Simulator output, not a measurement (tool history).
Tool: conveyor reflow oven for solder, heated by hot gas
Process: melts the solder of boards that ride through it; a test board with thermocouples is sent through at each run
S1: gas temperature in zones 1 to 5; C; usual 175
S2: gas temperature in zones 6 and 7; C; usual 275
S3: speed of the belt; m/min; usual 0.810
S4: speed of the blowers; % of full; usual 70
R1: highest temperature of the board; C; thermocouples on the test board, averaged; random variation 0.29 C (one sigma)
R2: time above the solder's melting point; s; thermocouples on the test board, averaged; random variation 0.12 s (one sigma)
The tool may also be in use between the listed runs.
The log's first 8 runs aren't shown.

run   hour   S1   S2     S3  S4     R1    R2
  9   54.2  175  275  0.916  70  253.0  38.9
 10   59.4  175  275  0.810  70  256.7  46.7
 11   68.6  175  275  0.810  70  256.7  46.8
 12   78.4  175  275  0.810  70  256.8  46.9
 13   87.9  181  275  0.810  70  257.6  48.9
 14   94.1  181  275  0.810  70  257.1  48.9
 15  102.4  181  275  0.810  70  257.7  48.7
 16  111.6  175  268  0.810  70  250.7  43.7
 17  117.0  165  280  0.898  70  254.9  38.4
 18  125.0  175  289  0.810  70  268.4  51.8
 19  132.0  175  282  0.683  72  268.8  61.7
 20  137.8  175  282  0.705  72  267.7  59.6
 21  147.3  173  279  0.955  71  254.2  36.9
 22  156.6  172  282  0.852  59  255.4  41.8
 23  166.8  169  282  0.957  59  249.0  33.0

The next listed run, before its measurement:
 24  173.3  169  282  0.957  59   ?   ?

Run 24 gave R1 249.0 C, R2 32.8 s.
Without the tool's hidden state the same run would have given R1 251.8 C, R2 34.5 s.

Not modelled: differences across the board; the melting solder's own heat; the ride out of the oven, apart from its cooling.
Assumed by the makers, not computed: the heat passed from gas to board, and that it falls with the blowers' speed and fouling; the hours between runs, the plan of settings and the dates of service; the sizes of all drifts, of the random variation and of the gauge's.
